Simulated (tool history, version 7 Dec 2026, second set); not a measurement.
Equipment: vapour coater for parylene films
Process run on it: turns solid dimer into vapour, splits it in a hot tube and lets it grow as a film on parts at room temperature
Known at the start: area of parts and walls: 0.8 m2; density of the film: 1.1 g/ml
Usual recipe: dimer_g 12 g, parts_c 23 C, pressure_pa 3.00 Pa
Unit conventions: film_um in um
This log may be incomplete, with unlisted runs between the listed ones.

run	hour	dimer_g	parts_c	pressure_pa	film_um
1	0.0	12	23	3.00	7.28
2	62.3	20	23	3.00	12.15
3	104.1	17	23	3.00	10.35
4	135.6	12	23	3.00	7.40
# hour 149.1: trap's valve overhauled
5	205.7	12	23	3.00	7.33
6	271.5	12	23	3.00	7.36
7	309.2	12	23	3.00	7.27
8	341.8	12	23	3.00	7.27
9	379.6	21	23	3.00	12.77
# hour 404.4: trap's valve overhauled
10	430.3	21	23	3.00	12.85
11	459.8	21	23	3.00	12.79
12	510.7	7	23	3.00	4.24
13	539.5	7	23	3.00	4.27
14	571.0	7	23	3.00	4.29
15	608.6	7	23	3.00	4.24
# hour 658.8: trap's valve overhauled
16	676.5	7	23	3.00	4.29
# hour 709.9: table's thermometer calibrated
17	722.8	12	26	3.00	6.90
18	754.8	12	26	3.00	6.81
19	806.1	12	15	3.00	8.61
20	841.8	12	30	3.00	6.27
21	899.8	12	23	3.00	7.36
# hour 911.7: trap's valve overhauled
22	963.0	7	23	3.00	4.29
23	1027.1	12	23	3.00	7.31
24	1079.7	12	22	7.40	6.88
25	1118.3	12	25	8.75	6.31
# hour 1167.9: trap's valve overhauled
26	1189.7	12	21	8.75	6.82
27	1260.5	12	21	8.75	6.95
28	1298.4	12	21	8.75	6.90
29	1336.2	12	20	6.14	7.26
30	1405.8	12	23	6.09	6.83
# hour 1425.1: trap's valve overhauled
31	1468.9	9	15	2.38	6.69
32	1497.7	10	23	4.28	5.96
33	1540.3	20	16	3.00	14.17
34	1586.6	20	16	3.00	14.19
35	1625.5	20	16	3.00	14.01
# hour 1676.8: trap's valve overhauled
36	1695.9	20	24	3.53	11.67
37	1728.2	12	16	4.73	8.17
38	1786.4	19	25	10.31	9.88
39	1839.1	6	27	7.05	3.10
40	1899.3	13	21	4.28	7.94
# hour 1929.2: trap's valve overhauled
41	1933.3	13	21	4.28	8.08

Per-run results on a tool with no hidden state, each run keeping its own random variation:
Unlogged tool condition in this case: vapour lost through the trap's worn valve, %; true temperature of the parts over the reading, C; drift of the gauge itself on film_um, %.
run	film_um
1	7.31
2	12.21
3	10.41
4	7.45
5	7.35
6	7.39
7	7.30
8	7.32
9	12.85
10	12.88
11	12.83
12	4.26
13	4.29
14	4.31
15	4.26
16	4.31
17	6.91
18	6.83
19	8.64
20	6.30
21	7.40
22	4.30
23	7.33
24	6.91
25	6.35
26	6.83
27	6.97
28	6.92
29	7.30
30	6.87
31	6.70
32	5.98
33	14.22
34	14.25
35	14.08
36	11.69
37	8.19
38	9.92
39	3.12
40	8.00
41	8.09
